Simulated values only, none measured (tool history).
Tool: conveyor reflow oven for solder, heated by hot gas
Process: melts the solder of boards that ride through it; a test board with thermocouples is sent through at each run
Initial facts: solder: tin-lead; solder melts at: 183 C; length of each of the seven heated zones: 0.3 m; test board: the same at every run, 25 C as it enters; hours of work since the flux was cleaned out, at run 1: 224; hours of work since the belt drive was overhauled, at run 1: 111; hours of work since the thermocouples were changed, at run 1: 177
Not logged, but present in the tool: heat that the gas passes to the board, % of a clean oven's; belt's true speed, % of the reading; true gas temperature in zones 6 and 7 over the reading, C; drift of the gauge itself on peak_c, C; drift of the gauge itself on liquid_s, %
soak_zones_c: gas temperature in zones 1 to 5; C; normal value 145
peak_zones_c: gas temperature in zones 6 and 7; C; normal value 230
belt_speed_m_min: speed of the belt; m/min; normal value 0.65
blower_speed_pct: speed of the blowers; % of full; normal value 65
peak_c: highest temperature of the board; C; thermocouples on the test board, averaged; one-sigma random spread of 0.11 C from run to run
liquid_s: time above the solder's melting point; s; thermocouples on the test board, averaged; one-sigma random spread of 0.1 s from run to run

run	day	soak_zones_c	peak_zones_c	belt_speed_m_min	blower_speed_pct	hours of work since the flux was cleaned out	hours of work since the belt drive was overhauled	hours of work since the thermocouples were changed	peak_c	liquid_s
1	0	145	230	0.65	65	224	111	177	215	42
2	0.242	145	230	0.613	65	227	114	181	216.5	46.2
3	0.45	145	230	0.613	65	230	117	184	216.7	46.1
4	0.742	145	230	0.613	65	234	122	188	216.6	46
5	1.154	145	230	0.613	65	240	128	194	216.6	46.1
6	1.346	145	230	0.613	65	243	130	197	216.5	46
# day 1.575: flux residue cleaned out of gas plates and filters
7	1.733	145	230	0.613	65	2	133	199	215.7	45.1
8	2.104	145	230	0.613	65	8	138	205	215.6	45.3
9	2.483	152	230	0.65	79	13	144	210	217.6	45.9
10	2.883	152	230	0.703	73	19	150	216	214.4	40.4
11	3.242	145	230	0.688	65	24	155	221	212.1	37.8
12	3.621	145	230	0.678	65	30	161	227	212.7	38.5
13	3.846	145	230	0.678	65	33	164	230	212.5	38.7
# day 4.158: flux residue cleaned out of gas plates and filters, once more
14	4.358	145	230	0.678	65	3	168	234	214.8	40.2
15	4.608	145	235	0.56	52	7	172	238	221.9	53.7

Consider 4 possible next runs. They are alternatives, not a sequence: every one starts from the tool as it was left by run 15. What does each give?
A	4.871	145	235	0.56	68	10	176	242	?	?
B	4.871	139	230	0.65	65	10	176	242	?	?
C	4.871	138	230	0.65	65	10	176	242	?	?
D	4.871	145	241	0.525	52	10	176	242	?	?

run	peak_c	liquid_s
A	224.9	55.6
B	214.9	40.7
C	214.7	40.3
D	229	61.4
Stripped of hidden state, with their random variation kept, the same runs would have yielded:
run	peak_c	liquid_s
A	224.4	55.3
B	214.5	40.4
C	214.3	40
D	228.6	61
